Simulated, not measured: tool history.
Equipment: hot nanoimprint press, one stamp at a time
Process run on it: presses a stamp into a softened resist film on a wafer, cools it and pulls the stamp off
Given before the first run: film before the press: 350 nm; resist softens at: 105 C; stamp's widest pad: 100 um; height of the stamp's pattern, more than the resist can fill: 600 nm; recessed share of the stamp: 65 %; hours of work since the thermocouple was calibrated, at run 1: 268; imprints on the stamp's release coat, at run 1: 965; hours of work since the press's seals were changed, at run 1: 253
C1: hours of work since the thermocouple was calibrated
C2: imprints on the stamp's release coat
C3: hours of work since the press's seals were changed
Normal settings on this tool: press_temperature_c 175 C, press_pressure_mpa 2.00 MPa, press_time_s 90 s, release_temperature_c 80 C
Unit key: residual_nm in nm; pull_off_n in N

{"run": 1, "hour": 0.0, "press_temperature_c": 175, "press_pressure_mpa": 2.0, "press_time_s": 90, "release_temperature_c": 80, "C1": 268, "C2": 965, "C3": 253, "residual_nm": 163.6, "pull_off_n": 166}
{"run": 2, "hour": 19.8, "press_temperature_c": 175, "press_pressure_mpa": 2.0, "press_time_s": 90, "release_temperature_c": 80, "C1": 279, "C2": 1038, "C3": 265, "residual_nm": 165.3, "pull_off_n": 166}
{"run": 3, "hour": 28.8, "press_temperature_c": 175, "press_pressure_mpa": 2.0, "press_time_s": 90, "release_temperature_c": 80, "C1": 285, "C2": 1072, "C3": 270, "residual_nm": 163.3, "pull_off_n": 177}
{"run": 4, "hour": 43.2, "press_temperature_c": 175, "press_pressure_mpa": 2.0, "press_time_s": 90, "release_temperature_c": 80, "C1": 293, "C2": 1125, "C3": 279, "residual_nm": 164.8, "pull_off_n": 172}
{"run": 5, "hour": 52.9, "press_temperature_c": 175, "press_pressure_mpa": 2.0, "press_time_s": 90, "release_temperature_c": 80, "C1": 299, "C2": 1160, "C3": 284, "residual_nm": 163.4, "pull_off_n": 175}
{"hour": 64.2, "done": "plate thermocouple calibrated"}
{"run": 6, "hour": 65.5, "press_temperature_c": 175, "press_pressure_mpa": 2.0, "press_time_s": 90, "release_temperature_c": 76, "C1": 1, "C2": 1196, "C3": 290, "residual_nm": 171.5, "pull_off_n": 183}
{"run": 7, "hour": 77.3, "press_temperature_c": 175, "press_pressure_mpa": 2.04, "press_time_s": 90, "release_temperature_c": 80, "C1": 8, "C2": 1240, "C3": 297, "residual_nm": 171.3, "pull_off_n": 177}
{"run": 8, "hour": 89.5, "press_temperature_c": 175, "press_pressure_mpa": 2.0, "press_time_s": 90, "release_temperature_c": 80, "C1": 15, "C2": 1284, "C3": 304, "residual_nm": 172.3, "pull_off_n": 174}
{"run": 9, "hour": 109.9, "press_temperature_c": 175, "press_pressure_mpa": 2.0, "press_time_s": 90, "release_temperature_c": 80, "C1": 27, "C2": 1360, "C3": 316, "residual_nm": 172.2, "pull_off_n": 175}
{"run": 10, "hour": 120.2, "press_temperature_c": 175, "press_pressure_mpa": 2.0, "press_time_s": 90, "release_temperature_c": 80, "C1": 33, "C2": 1398, "C3": 322, "residual_nm": 172.8, "pull_off_n": 179}
{"run": 11, "hour": 132.1, "press_temperature_c": 175, "press_pressure_mpa": 2.0, "press_time_s": 90, "release_temperature_c": 80, "C1": 40, "C2": 1442, "C3": 329, "residual_nm": 170.1, "pull_off_n": 179}
{"run": 12, "hour": 148.0, "press_temperature_c": 175, "press_pressure_mpa": 2.0, "press_time_s": 90, "release_temperature_c": 80, "C1": 49, "C2": 1500, "C3": 339, "residual_nm": 170.6, "pull_off_n": 184}
{"hour": 161.0, "done": "stamp cleaned and given a new release coat"}
{"run": 13, "hour": 163.4, "press_temperature_c": 175, "press_pressure_mpa": 1.88, "press_time_s": 90, "release_temperature_c": 80, "C1": 55, "C2": 9, "C3": 344, "residual_nm": 174.1, "pull_off_n": 159}
{"run": 14, "hour": 177.3, "press_temperature_c": 175, "press_pressure_mpa": 1.88, "press_time_s": 90, "release_temperature_c": 80, "C1": 63, "C2": 60, "C3": 352, "residual_nm": 174.6, "pull_off_n": 162}
{"run": 15, "hour": 197.9, "press_temperature_c": 175, "press_pressure_mpa": 2.0, "press_time_s": 90, "release_temperature_c": 80, "C1": 75, "C2": 136, "C3": 365, "residual_nm": 170.1, "pull_off_n": 156}
{"run": 16, "hour": 214.3, "press_temperature_c": 175, "press_pressure_mpa": 2.0, "press_time_s": 90, "release_temperature_c": 80, "C1": 85, "C2": 197, "C3": 374, "residual_nm": 169.3, "pull_off_n": 157}
{"run": 17, "hour": 230.1, "press_temperature_c": 175, "press_pressure_mpa": 2.0, "press_time_s": 90, "release_temperature_c": 80, "C1": 94, "C2": 255, "C3": 384, "residual_nm": 170.7, "pull_off_n": 158}
{"run": 18, "hour": 242.9, "press_temperature_c": 179, "press_pressure_mpa": 1.7, "press_time_s": 170, "release_temperature_c": 71, "C1": 102, "C2": 302, "C3": 391, "residual_nm": 118.3, "pull_off_n": 172}
{"run": 19, "hour": 260.6, "press_temperature_c": 179, "press_pressure_mpa": 1.7, "press_time_s": 170, "release_temperature_c": 71, "C1": 112, "C2": 368, "C3": 402, "residual_nm": 117.4, "pull_off_n": 180}
{"run": 20, "hour": 278.4, "press_temperature_c": 171, "press_pressure_mpa": 1.7, "press_time_s": 170, "release_temperature_c": 75, "C1": 123, "C2": 433, "C3": 412, "residual_nm": 168.2, "pull_off_n": 171}
{"run": 21, "hour": 289.2, "press_temperature_c": 171, "press_pressure_mpa": 1.7, "press_time_s": 111, "release_temperature_c": 72, "C1": 129, "C2": 473, "C3": 418, "residual_nm": 195.6, "pull_off_n": 183}
{"run": 22, "hour": 299.4, "press_temperature_c": 171, "press_pressure_mpa": 1.7, "press_time_s": 111, "release_temperature_c": 72, "C1": 135, "C2": 511, "C3": 424, "residual_nm": 196.4, "pull_off_n": 179}
{"run": 23, "hour": 318.7, "press_temperature_c": 175, "press_pressure_mpa": 2.0, "press_time_s": 145, "release_temperature_c": 69, "C1": 147, "C2": 582, "C3": 436, "residual_nm": 139.6, "pull_off_n": 182}
{"run": 24, "hour": 337.4, "press_temperature_c": 177, "press_pressure_mpa": 2.94, "press_time_s": 68, "release_temperature_c": 85, "C1": 158, "C2": 651, "C3": 447, "residual_nm": 149.3, "pull_off_n": 159}
{"run": 25, "hour": 351.6, "press_temperature_c": 177, "press_pressure_mpa": 3.11, "press_time_s": 165, "release_temperature_c": 85, "C1": 166, "C2": 703, "C3": 455, "residual_nm": 98.5, "pull_off_n": 157}
{"run": 26, "hour": 373.5, "press_temperature_c": 177, "press_pressure_mpa": 1.93, "press_time_s": 73, "release_temperature_c": 85, "C1": 179, "C2": 784, "C3": 468, "residual_nm": 170.8, "pull_off_n": 159}

Run 27 is up next; what results do you expect?
{"run": 27, "hour": 384.1, "press_temperature_c": 176, "press_pressure_mpa": 1.96, "press_time_s": 101, "release_temperature_c": 86, "C1": 185, "C2": 823, "C3": 475, "residual_nm": "?", "pull_off_n": "?"}

{"run 27": {"residual_nm": 155.4, "pull_off_n": 157}}
Without the tool's hidden state the same run would have given residual_nm 159.9 nm, pull_off_n 148 N.
